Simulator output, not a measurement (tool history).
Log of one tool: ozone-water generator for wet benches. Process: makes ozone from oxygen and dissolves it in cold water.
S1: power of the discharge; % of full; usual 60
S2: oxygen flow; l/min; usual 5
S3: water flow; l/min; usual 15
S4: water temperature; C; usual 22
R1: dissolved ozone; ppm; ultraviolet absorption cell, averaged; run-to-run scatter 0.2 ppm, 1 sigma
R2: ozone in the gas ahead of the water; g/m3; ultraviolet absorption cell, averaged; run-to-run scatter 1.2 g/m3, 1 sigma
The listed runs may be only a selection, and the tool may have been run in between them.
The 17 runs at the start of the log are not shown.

{"run": 18, "hour": 879.6, "S1": 47, "S2": 3.55, "S3": 15, "S4": 22, "R1": 23.1, "R2": 216}
{"hour": 942.8, "done": "water thermometer calibrated"}
{"run": 19, "hour": 951.2, "S1": 47, "S2": 3.55, "S3": 15, "S4": 22, "R1": 23.3, "R2": 218.4}
{"run": 20, "hour": 1022.7, "S1": 60, "S2": 2.82, "S3": 15, "S4": 28, "R1": 25, "R2": 289.7}
{"run": 21, "hour": 1061.1, "S1": 60, "S2": 2.82, "S3": 15, "S4": 28, "R1": 24.7, "R2": 290.9}
{"run": 22, "hour": 1106.1, "S1": 60, "S2": 2.82, "S3": 15, "S4": 28, "R1": 24.7, "R2": 292.1}
{"run": 23, "hour": 1182.6, "S1": 54, "S2": 2.79, "S3": 22, "S4": 28, "R1": 17.1, "R2": 270.7}
{"run": 24, "hour": 1255.2, "S1": 60, "S2": 5, "S3": 15, "S4": 25, "R1": 26.6, "R2": 224.5}
{"run": 25, "hour": 1308.6, "S1": 60, "S2": 3.47, "S3": 13, "S4": 30, "R1": 26.7, "R2": 265.4}
{"run": 26, "hour": 1372.1, "S1": 60, "S2": 5.74, "S3": 15, "S4": 16, "R1": 31.2, "R2": 210.2}
{"run": 27, "hour": 1413.3, "S1": 60, "S2": 5, "S3": 18, "S4": 23, "R1": 24.4, "R2": 222.9}
{"run": 28, "hour": 1470.9, "S1": 60, "S2": 5, "S3": 18, "S4": 23, "R1": 24.3, "R2": 223}
{"run": 29, "hour": 1539.5, "S1": 60, "S2": 5, "S3": 18, "S4": 23, "R1": 24.2, "R2": 223.7}
{"run": 30, "hour": 1600.3, "S1": 60, "S2": 5, "S3": 18, "S4": 23, "R1": 24.6, "R2": 223.3}
{"run": 31, "hour": 1647.4, "S1": 60, "S2": 5, "S3": 17, "S4": 22, "R1": 25.7, "R2": 223.2}
{"run": 32, "hour": 1693.5, "S1": 60, "S2": 5, "S3": 17, "S4": 22, "R1": 25.7, "R2": 223.3}
{"run": 33, "hour": 1768.7, "S1": 60, "S2": 5, "S3": 15, "S4": 16, "R1": 31.2, "R2": 222.7}
{"run": 34, "hour": 1827.2, "S1": 60, "S2": 7.86, "S3": 17, "S4": 22, "R1": 25.5, "R2": 181.3}

Alternative continuations, all from the tool just after run 34; predict every row:
{"run": "A", "hour": 1874.7, "S1": 56, "S2": 7.86, "S3": 17, "S4": 18, "R1": "?", "R2": "?"}
{"run": "B", "hour": 1874.7, "S1": 60, "S2": 5, "S3": 15, "S4": 19, "R1": "?", "R2": "?"}
{"run": "C", "hour": 1874.7, "S1": 60, "S2": 7.86, "S3": 17, "S4": 17, "R1": "?", "R2": "?"}

run=A R1=26.3 R2=171
run=B R1=29.3 R2=221.4
run=C R1=28.1 R2=181
With the hidden condition removed and each run's random variation left untouched, the same runs would have given:
run=A R1=26.3 R2=171.1
run=B R1=29.3 R2=221.5
run=C R1=28.2 R2=181.1
